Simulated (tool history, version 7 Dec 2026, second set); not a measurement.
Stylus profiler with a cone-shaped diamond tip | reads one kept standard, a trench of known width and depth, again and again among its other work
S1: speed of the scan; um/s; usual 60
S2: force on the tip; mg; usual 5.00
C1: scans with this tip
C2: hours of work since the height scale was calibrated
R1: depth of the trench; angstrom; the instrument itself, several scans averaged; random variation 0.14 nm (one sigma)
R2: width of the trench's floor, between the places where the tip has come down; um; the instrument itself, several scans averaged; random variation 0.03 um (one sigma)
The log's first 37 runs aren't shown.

Run 38, hour 2095.7: usual settings but S1 39 um/s, S2 2.23 mg; C1 9940; C2 692. Result: R1 5039.0 angstrom, R2 44.06 um.
Run 39, hour 2128.0: usual settings but S1 39 um/s, S2 2.23 mg; C1 10265; C2 714. Result: R1 5037.3 angstrom, R2 43.91 um.
Run 40, hour 2181.1: usual settings but S1 40 um/s, S2 5.99 mg; C1 10798; C2 751. Result: R1 5093.6 angstrom, R2 43.92 um.
Run 41, hour 2226.1: usual settings but S1 208 um/s, S2 3.09 mg; C1 11249; C2 783. Result: R1 5055.3 angstrom, R2 42.90 um.
Run 42, hour 2301.2: usual settings but S1 231 um/s; C1 12003; C2 835. Result: R1 5080.6 angstrom, R2 42.90 um.
Run 43, hour 2346.3: usual settings but S1 231 um/s; C1 12455; C2 867. Result: R1 5079.0 angstrom, R2 42.92 um.
Run 44, hour 2419.2: usual settings but S1 26 um/s; C1 13187; C2 918. Result: R1 5074.9 angstrom, R2 43.74 um.
Run 45, hour 2484.6: usual settings but S1 45 um/s, S2 2.17 mg; C1 13843; C2 963. Result: R1 5034.5 angstrom, R2 43.53 um.
Run 46, hour 2531.5: usual settings but S1 27 um/s, S2 14.46 mg; C1 14314; C2 996. Result: R1 5178.0 angstrom, R2 43.66 um.

Forecast each of these 3 alternatives for the next run:
Run A, hour 2601.2: usual settings but S1 27 um/s, S2 11.99 mg; C1 15014; C2 1045. Result: R1 ?, R2 ?.
Run B, hour 2601.2: usual settings but S1 16 um/s, S2 6.60 mg; C1 15014; C2 1045. Result: R1 ?, R2 ?.
Run C, hour 2601.2: usual settings but S1 16 um/s, S2 3.33 mg; C1 15014; C2 1045. Result: R1 ?, R2 ?.

run      R1     R2
  A  5151.7  43.60
  B  5092.9  43.58
  C  5051.3  43.59
Without the tool's hidden state the same runs would have given:
run      R1     R2
  A  5178.1  45.58
  B  5119.1  45.55
  C  5077.3  45.57
